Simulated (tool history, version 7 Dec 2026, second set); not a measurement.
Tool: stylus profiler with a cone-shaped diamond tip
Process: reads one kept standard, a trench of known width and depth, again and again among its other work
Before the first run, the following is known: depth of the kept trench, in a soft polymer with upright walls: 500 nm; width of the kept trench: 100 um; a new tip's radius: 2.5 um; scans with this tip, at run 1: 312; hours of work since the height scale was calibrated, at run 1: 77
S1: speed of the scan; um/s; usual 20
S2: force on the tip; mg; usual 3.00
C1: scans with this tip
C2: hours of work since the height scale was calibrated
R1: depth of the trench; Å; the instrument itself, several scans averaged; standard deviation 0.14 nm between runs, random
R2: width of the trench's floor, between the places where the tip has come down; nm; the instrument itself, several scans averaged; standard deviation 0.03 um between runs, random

run	hour	S1	S2	C1	C2	R1	R2
1	0.0	20	3.00	312	77	5098.2	96910
2	14.4	5	3.00	336	83	5098.8	96990
3	24.4	5	3.00	353	88	5097.4	97040
4	33.2	20	1.71	368	91	5069.0	96910
5	41.6	20	2.59	383	95	5085.6	96930
6	56.7	9	2.59	409	101	5086.8	97000
7	63.4	31	2.59	420	104	5089.8	96900
8	78.0	31	2.59	445	110	5087.1	96840
9	92.5	31	2.59	470	117	5088.5	96930
# hour 93.8: height scale calibrated on a step standard
10	103.0	31	2.59	487	4	5088.6	96860
11	117.4	20	3.00	512	10	5100.0	96930
12	128.9	20	3.00	531	15	5096.7	96940
13	135.8	20	3.00	543	18	5097.9	96920
14	144.7	10	3.00	558	22	5098.4	96970
15	153.7	41	3.00	574	25	5096.7	96820
16	167.4	41	3.00	597	31	5097.7	96820
17	177.3	20	1.95	614	35	5068.3	96960
# hour 185.4: height scale calibrated on a step standard, once more
18	191.8	20	3.00	638	3	5099.6	96880
19	200.7	6	1.28	653	7	5054.6	97000
20	213.6	20	2.33	675	12	5079.1	96890
21	223.7	42	1.73	692	16	5068.7	96750
22	231.7	69	7.10	706	20	5176.8	96820
23	245.6	69	7.10	730	26	5174.6	96820
24	261.1	69	7.10	756	32	5177.7	96830
25	276.0	11	1.21	782	38	5052.5	96900
26	289.4	11	1.21	805	44	5054.9	96970
27	300.8	54	1.09	824	49	5049.2	96560
28	307.5	16	2.48	836	52	5085.0	96920
29	315.5	20	4.89	849	55	5138.7	96900
30	324.7	59	1.13	865	59	5048.9	96610
31	337.6	15	2.57	887	65	5087.5	96940
32	351.1	15	2.57	910	70	5087.6	96890
33	363.0	9	6.31	931	75	5160.1	96960
34	374.1	9	1.51	950	80	5058.0	96930
35	389.7	6	3.21	976	87	5101.7	96950

Measured less the same run without the tool's hidden state. The same run-to-run variation is in both; the gauge's scatter may not be:
What the log doesn't record here: radius of the tip, um; height scale over the true one, %; drift of the gauge itself on depth_nm, %; drift of the gauge itself on floor_um, %.
run	R1	R2
1	-0.8	+30
2	-1.0	+30
3	-1.0	+30
4	-1.1	+30
5	-1.1	+30
6	-1.2	+20
7	-1.3	+20
8	-1.3	+20
9	-1.4	+20
10	-1.8	+20
11	-1.9	+20
12	-2.0	+20
13	-2.0	+20
14	-2.1	+20
15	-2.2	+10
16	-2.2	+20
17	-2.3	+10
18	-0.9	+10
19	-0.9	+10
20	-1.0	+10
21	-1.1	+10
22	-1.2	+10
23	-1.2	+10
24	-1.4	+0
25	-1.4	+0
26	-1.5	+0
27	-1.5	+0
28	-1.7	+0
29	-1.7	+0
30	-1.7	+0
31	-1.9	-10
32	-1.9	-10
33	-2.1	-10
34	-2.0	-10
35	-2.2	-10

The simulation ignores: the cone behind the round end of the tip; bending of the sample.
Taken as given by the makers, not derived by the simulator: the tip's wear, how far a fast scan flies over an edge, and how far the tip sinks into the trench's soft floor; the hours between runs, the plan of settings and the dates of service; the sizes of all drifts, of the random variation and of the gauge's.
